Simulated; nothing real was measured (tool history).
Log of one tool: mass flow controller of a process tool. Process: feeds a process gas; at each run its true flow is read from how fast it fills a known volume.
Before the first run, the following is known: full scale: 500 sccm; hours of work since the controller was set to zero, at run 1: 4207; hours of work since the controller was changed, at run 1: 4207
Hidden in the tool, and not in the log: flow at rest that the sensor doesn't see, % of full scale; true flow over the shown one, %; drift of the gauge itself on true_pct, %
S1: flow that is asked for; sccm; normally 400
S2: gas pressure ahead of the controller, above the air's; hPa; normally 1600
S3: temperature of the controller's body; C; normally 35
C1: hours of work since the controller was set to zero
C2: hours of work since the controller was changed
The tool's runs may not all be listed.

run 1 hour=0.0 | S1=400 S2=1600 S3=35 | C1=4207 C2=4207 | true_flow_(%)=99.56
run 2 hour=331.0 | S1=400 S2=1600 S3=35 | C1=4449 C2=4449 | true_flow_(%)=99.56
run 3 hour=561.8 | S1=400 S2=1600 S3=35 | C1=4619 C2=4619 | true_flow_(%)=99.52
run 4 hour=767.6 | S1=400 S2=2410 S3=35 | C1=4770 C2=4770 | true_flow_(%)=99.86
run 5 hour=938.2 | S1=400 S2=2410 S3=35 | C1=4895 C2=4895 | true_flow_(%)=99.92
run 6 hour=1197.9 | S1=400 S2=1600 S3=23 | C1=5085 C2=5085 | true_flow_(%)=100.18
run 7 hour=1588.9 | S1=400 S2=1600 S3=23 | C1=5372 C2=5372 | true_flow_(%)=100.19
run 8 hour=1770.1 | S1=400 S2=1600 S3=35 | C1=5505 C2=5505 | true_flow_(%)=99.80
run 9 hour=2127.6 | S1=400 S2=1600 S3=20 | C1=5767 C2=5767 | true_flow_(%)=100.50
run 10 hour=2475.5 | S1=400 S2=1600 S3=35 | C1=6022 C2=6022 | true_flow_(%)=99.89
run 11 hour=2644.3 | S1=400 S2=1600 S3=35 | C1=6146 C2=6146 | true_flow_(%)=99.90
run 12 hour=2828.7 | S1=400 S2=1600 S3=35 | C1=6281 C2=6281 | true_flow_(%)=99.88
run 13 hour=3184.6 | S1=400 S2=1490 S3=35 | C1=6542 C2=6542 | true_flow_(%)=99.88
run 14 hour=3457.8 | S1=400 S2=1490 S3=35 | C1=6743 C2=6743 | true_flow_(%)=100.12
run 15 hour=3634.7 | S1=400 S2=1600 S3=23 | C1=6872 C2=6872 | true_flow_(%)=100.45
run 16 hour=3804.3 | S1=400 S2=1600 S3=35 | C1=6997 C2=6997 | true_flow_(%)=100.02
run 17 hour=4087.0 | S1=467 S2=1600 S3=38 | C1=7204 C2=7204 | true_flow_(%)=100.45
run 18 hour=4491.8 | S1=399 S2=1600 S3=32 | C1=7501 C2=7501 | true_flow_(%)=100.24
run 19 hour=4719.5 | S1=460 S2=2420 S3=28 | C1=7668 C2=7668 | true_flow_(%)=100.87
run 20 hour=4932.3 | S1=460 S2=2420 S3=28 | C1=7824 C2=7824 | true_flow_(%)=101.07
run 21 hour=5255.6 | S1=460 S2=2420 S3=28 | C1=8061 C2=8061 | true_flow_(%)=100.86
run 22 hour=5593.8 | S1=53 S2=2450 S3=28 | C1=8309 C2=8309 | true_flow_(%)=95.11
-- hour=5879.1 controller's zero set anew
run 23 hour=5902.5 | S1=53 S2=2450 S3=28 | C1=17 C2=8535 | true_flow_(%)=99.81
run 24 hour=6108.7 | S1=50 S2=1600 S3=30 | C1=168 C2=8686 | true_flow_(%)=99.62
run 25 hour=6434.5 | S1=288 S2=1940 S3=34 | C1=407 C2=8925 | true_flow_(%)=100.69
run 26 hour=6648.8 | S1=288 S2=1940 S3=34 | C1=564 C2=9082 | true_flow_(%)=100.68
run 27 hour=6862.0 | S1=167 S2=1540 S3=35 | C1=721 C2=9239 | true_flow_(%)=99.91
run 28 hour=7117.5 | S1=167 S2=1660 S3=35 | C1=908 C2=9426 | true_flow_(%)=100.06
run 29 hour=7465.3 | S1=167 S2=1660 S3=35 | C1=1163 C2=9681 | true_flow_(%)=100.14

For run 30, what comes out?
run 30 hour=7727.6 | S1=167 S2=1660 S3=35 | C1=1356 C2=9874 | true_flow_(%)=?

Run 30 yielded true flow (%) 100.13.
On a tool with no hidden condition, and with the same random variation, this run would have come out at true flow (%) 98.16.
